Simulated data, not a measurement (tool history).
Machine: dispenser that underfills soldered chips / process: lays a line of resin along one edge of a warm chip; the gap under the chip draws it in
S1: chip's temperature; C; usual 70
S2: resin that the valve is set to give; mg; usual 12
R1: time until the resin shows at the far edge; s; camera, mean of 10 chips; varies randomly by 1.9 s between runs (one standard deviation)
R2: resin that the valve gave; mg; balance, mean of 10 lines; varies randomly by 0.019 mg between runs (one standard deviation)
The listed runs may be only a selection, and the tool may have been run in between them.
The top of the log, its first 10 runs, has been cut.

run,day,S1,S2,R1,R2
11,2.825,70,15.6,273.5,15.27
# day 2.908: new syringe of resin
12,3.121,70,15.6,233.7,15.27
# day 3.325: new syringe of resin
13,3.525,70,15.6,231.2,15.17
14,3.7,70,15.6,279.7,15.16
# day 3.75: new syringe of resin
15,4.054,70,15.6,258.1,15.1
# day 4.175: new syringe of resin
16,4.304,70,15.6,207.7,15.16
# day 4.404: dispensing valve cleaned and set on the balance
# day 4.642: new syringe of resin
17,4.696,70,15.6,193.2,15.52
18,5.004,70,15.6,274.3,15.54
# day 5.067: new syringe of resin
19,5.317,73,11,223.3,10.93
# day 5.483: new syringe of resin
20,5.742,83,10.8,136.9,10.73
# day 5.912: new syringe of resin
21,6.129,70,10.8,246.7,10.67
# day 6.333: new syringe of resin
22,6.421,70,10.8,217,10.62

Estimate the outcome of run 23 from the log above:
23,6.712,70,10.8,?,?

For run 23 the tool returned R1 303.4 s, R2 10.61 mg.
With no hidden state in the tool, this same run would have given R1 191.2 s, R2 10.78 mg.

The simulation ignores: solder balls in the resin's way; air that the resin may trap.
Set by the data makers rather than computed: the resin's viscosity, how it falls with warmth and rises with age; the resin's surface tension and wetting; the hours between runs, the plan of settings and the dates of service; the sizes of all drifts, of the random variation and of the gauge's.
